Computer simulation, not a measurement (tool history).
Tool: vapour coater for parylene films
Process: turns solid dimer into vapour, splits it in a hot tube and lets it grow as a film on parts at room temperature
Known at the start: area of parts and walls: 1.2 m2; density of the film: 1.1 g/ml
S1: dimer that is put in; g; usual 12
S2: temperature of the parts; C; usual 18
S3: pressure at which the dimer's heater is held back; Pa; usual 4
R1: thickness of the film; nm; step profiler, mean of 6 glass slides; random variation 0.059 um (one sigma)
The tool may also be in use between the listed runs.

Run 1, day 0: usual settings. Result: R1 6840 nm.
Run 2, day 1.554: usual settings. Result: R1 6940 nm.
Run 3, day 3.117: usual settings. Result: R1 6900 nm.
Run 4, day 4.925: usual settings. Result: R1 6830 nm.
Run 5, day 6.446: usual settings. Result: R1 6860 nm.
Run 6, day 7.604: usual settings. Result: R1 6940 nm.
Run 7, day 10.033: usual settings. Result: R1 6800 nm.
Run 8, day 11.471: usual settings. Result: R1 6850 nm.
At day 12.267: table's thermometer calibrated.
Run 9, day 12.55: usual settings. Result: R1 6900 nm.
Run 10, day 14.375: usual settings. Result: R1 6830 nm.
At day 15.825: trap's valve overhauled.
Run 11, day 16.279: usual settings. Result: R1 6840 nm.
Run 12, day 17.571: usual settings. Result: R1 6800 nm.
Run 13, day 18.588: usual settings but S1 8 g. Result: R1 4550 nm.
Run 14, day 20.65: usual settings but S2 17 C. Result: R1 7170 nm.
Run 15, day 22.254: usual settings but S2 17 C. Result: R1 7050 nm.
Run 16, day 24.208: usual settings but S2 17 C. Result: R1 7170 nm.
Run 17, day 25.258: usual settings. Result: R1 6820 nm.
Run 18, day 26.554: usual settings but S1 7 g. Result: R1 4070 nm.
Run 19, day 27.775: usual settings. Result: R1 6900 nm.
Run 20, day 29.746: usual settings. Result: R1 6940 nm.
Run 21, day 32.004: usual settings but S1 13 g. Result: R1 7480 nm.
Run 22, day 33.975: usual settings but S2 11 C, S3 2.31 Pa. Result: R1 8890 nm.
Run 23, day 35.071: usual settings but S2 25 C. Result: R1 5530 nm.
Run 24, day 37.358: usual settings but S1 22 g, S3 3.29 Pa. Result: R1 12990 nm.
Run 25, day 38.471: usual settings but S1 11 g, S2 19 C, S3 11.23 Pa. Result: R1 5070 nm.
Run 26, day 40.242: usual settings but S1 9 g, S2 27 C, S3 6.02 Pa. Result: R1 3590 nm.
Run 27, day 42.346: usual settings but S1 9 g, S2 27 C, S3 8.27 Pa. Result: R1 3500 nm.
Run 28, day 44.658: usual settings but S2 19 C, S3 10.86 Pa. Result: R1 5680 nm.
Run 29, day 46.162: usual settings but S2 19 C, S3 10.86 Pa. Result: R1 5640 nm.
Run 30, day 47.554: usual settings but S2 19 C, S3 10.86 Pa. Result: R1 5500 nm.
Run 31, day 48.712: usual settings but S1 16 g, S2 19 C, S3 10.01 Pa. Result: R1 7540 nm.
At day 49.775: trap's valve overhauled.
Run 32, day 50.958: usual settings but S1 16 g, S2 19 C, S3 10.01 Pa. Result: R1 7660 nm.
Run 33, day 52.092: usual settings but S1 16 g, S2 19 C, S3 10.01 Pa. Result: R1 7630 nm.
Run 34, day 54.171: usual settings but S1 17 g, S2 27 C, S3 10.01 Pa. Result: R1 6330 nm.
Run 35, day 56.438: usual settings but S1 6 g, S2 21 C, S3 10.52 Pa. Result: R1 2670 nm.
Run 36, day 58.192: usual settings but S1 6 g, S2 21 C, S3 10.52 Pa. Result: R1 2650 nm.
Run 37, day 59.558: usual settings but S1 15 g, S2 16 C, S3 8.07 Pa. Result: R1 8090 nm.

4 ways to go on from here, each from the tool as it stands after run 37. What would each give?
Run A, day 61.938: usual settings but S1 20 g. Result: R1 ?.
Run B, day 61.938: usual settings but S3 2.92 Pa. Result: R1 ?.
Run C, day 61.938: usual settings but S1 6 g, S2 23 C, S3 6.3 Pa. Result: R1 ?.
Run D, day 61.938: usual settings but S1 15 g. Result: R1 ?.

run     R1
  A  11390
  B   7240
  C   2730
  D   8630
Without the tool's hidden state the same runs would have given:
run     R1
  A  11400
  B   7240
  C   2740
  D   8630
